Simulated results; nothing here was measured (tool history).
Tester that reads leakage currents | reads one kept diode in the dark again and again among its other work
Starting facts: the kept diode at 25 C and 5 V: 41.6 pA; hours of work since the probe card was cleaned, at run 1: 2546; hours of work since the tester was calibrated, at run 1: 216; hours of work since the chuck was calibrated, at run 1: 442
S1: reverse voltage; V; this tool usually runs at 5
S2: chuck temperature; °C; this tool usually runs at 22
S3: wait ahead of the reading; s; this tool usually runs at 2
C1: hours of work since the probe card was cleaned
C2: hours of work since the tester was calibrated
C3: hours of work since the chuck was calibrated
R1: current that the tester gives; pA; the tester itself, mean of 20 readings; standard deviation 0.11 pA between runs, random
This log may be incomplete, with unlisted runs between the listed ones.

Run 1, hour 0: usual settings; C1 2546; C2 216; C3 442. Result: R1 44.2 pA.
Run 2, hour 47.9: usual settings but S1 16.67 V; C1 2573; C2 243; C3 469. Result: R1 85.39 pA.
Run 3, hour 93: usual settings but S2 50 °C; C1 2598; C2 268; C3 494. Result: R1 248.12 pA.
Run 4, hour 125: usual settings but S2 50 °C; C1 2616; C2 286; C3 512. Result: R1 248.84 pA.
Run 5, hour 151: usual settings but S2 50 °C; C1 2630; C2 301; C3 526. Result: R1 248.37 pA.
Run 6, hour 200.5: usual settings but S2 50 °C; C1 2658; C2 329; C3 554. Result: R1 248.46 pA.
Run 7, hour 248.6: usual settings; C1 2685; C2 356; C3 581. Result: R1 44.93 pA.
Run 8, hour 291.1: usual settings; C1 2709; C2 380; C3 605. Result: R1 45.2 pA.
Run 9, hour 336.1: usual settings; C1 2734; C2 405; C3 630. Result: R1 45.65 pA.
Run 10, hour 370.3: usual settings but S3 1.14 s; C1 2753; C2 424; C3 649. Result: R1 46.1 pA.
Run 11, hour 396: usual settings but S2 50 °C; C1 2768; C2 438; C3 664. Result: R1 251.37 pA.
Run 12, hour 416.8: usual settings but S2 50 °C; C1 2779; C2 450; C3 676. Result: R1 252.42 pA.
Run 13, hour 455.3: usual settings but S2 50 °C; C1 2801; C2 472; C3 697. Result: R1 254.05 pA.
Run 14, hour 503.6: usual settings but S1 19.68 V; C1 2828; C2 499; C3 724. Result: R1 99.46 pA.
Run 15, hour 524.8: usual settings but S1 19.68 V; C1 2840; C2 511; C3 736. Result: R1 99.22 pA.
Run 16, hour 551.8: usual settings but S2 41 °C; C1 2855; C2 526; C3 751. Result: R1 147.97 pA.
Run 17, hour 583.4: usual settings but S2 28 °C; C1 2873; C2 544; C3 769. Result: R1 66.32 pA.
Run 18, hour 619.7: usual settings but S1 6.14 V, S2 28 °C; C1 2893; C2 564; C3 789. Result: R1 73.08 pA.
Run 19, hour 657.5: usual settings but S1 6.14 V, S2 28 °C; C1 2914; C2 585; C3 811. Result: R1 73.66 pA.
Run 20, hour 705.1: usual settings but S1 6.14 V, S2 28 °C; C1 2941; C2 612; C3 837. Result: R1 73.88 pA.
Run 21, hour 731.3: usual settings but S1 7.43 V, S2 43 °C; C1 2956; C2 627; C3 852. Result: R1 197.8 pA.
Run 22, hour 757.1: usual settings but S2 31 °C, S3 1.01 s; C1 2970; C2 641; C3 866. Result: R1 81.17 pA.
Run 23, hour 785.6: usual settings but S2 31 °C, S3 1.01 s; C1 2986; C2 657; C3 882. Result: R1 81.43 pA.
Run 24, hour 820.8: usual settings but S1 1.52 V, S2 33 °C, S3 2.27 s; C1 3006; C2 677; C3 902. Result: R1 55.61 pA.
Run 25, hour 850: usual settings but S1 3.24 V, S2 33 °C, S3 0.32 s; C1 3022; C2 693; C3 919. Result: R1 78.51 pA.
Run 26, hour 889.2: usual settings but S3 5.79 s; C1 3044; C2 715; C3 941. Result: R1 46.88 pA.
Run 27, hour 914.8: usual settings but S1 4.53 V, S2 23 °C, S3 0.77 s; C1 3059; C2 729; C3 955. Result: R1 49.45 pA.
Run 28, hour 948: usual settings but S1 5.12 V; C1 3077; C2 748; C3 974. Result: R1 48.26 pA.
Run 29, hour 987.6: usual settings but S3 2.84 s; C1 3100; C2 770; C3 996. Result: R1 47.53 pA.
Run 30, hour 1013.7: usual settings but S1 3.32 V, S2 31 °C; C1 3114; C2 785; C3 1010. Result: R1 68.46 pA.
Run 31, hour 1036.9: usual settings but S1 2.07 V; C1 3127; C2 798; C3 1023. Result: R1 31.46 pA.
At hour 1074.6: probe card cleaned and baked.
Run 32, hour 1087: usual settings but S1 10.6 V, S2 36 °C, S3 6.32 s; C1 7; C2 824; C3 1050. Result: R1 134.21 pA.
Run 33, hour 1136.1: usual settings but S1 10.39 V, S2 41 °C, S3 4.75 s; C1 35; C2 852; C3 1077. Result: R1 186.1 pA.
Run 34, hour 1156.2: usual settings but S1 14.61 V, S2 30 °C, S3 0.54 s; C1 46; C2 863; C3 1089. Result: R1 107.49 pA.
Run 35, hour 1195.4: usual settings but S1 14.61 V, S2 30 °C, S3 0.54 s; C1 68; C2 885; C3 1111. Result: R1 108.29 pA.
Run 36, hour 1236.2: usual settings but S1 2.79 V, S2 26 °C, S3 3.23 s; C1 91; C2 908; C3 1133. Result: R1 41.4 pA.
Run 37, hour 1261.6: usual settings but S1 3.13 V, S2 50 °C, S3 0.71 s; C1 105; C2 922; C3 1148. Result: R1 212.78 pA.
Run 38, hour 1300.5: usual settings but S1 1.65 V, S2 21 °C, S3 1.53 s; C1 127; C2 944; C3 1170. Result: R1 23.74 pA.
Run 39, hour 1326.3: usual settings but S1 2.37 V, S3 0.39 s; C1 141; C2 959; C3 1184. Result: R1 30.82 pA.
Run 40, hour 1374.4: usual settings but S1 7.86 V, S2 24 °C, S3 3.11 s; C1 168; C2 986; C3 1211. Result: R1 53.93 pA.

Hidden state at the last listed run before each entry between runs and at the first one after, where it differs:
After run 31, before run 32: probe card cleaned and baked (hour 1074.6)
  stray current of the dirty probe card, pA a volt: 2.02 -> 0.035; current scale over the true one, %: -0.33 -> -0.35; true chuck temperature over the reading, C: 1.59 -> 1.63
  the result without the hidden state subtracted from the measured one, R1: +7.07 -> +13.73 pA
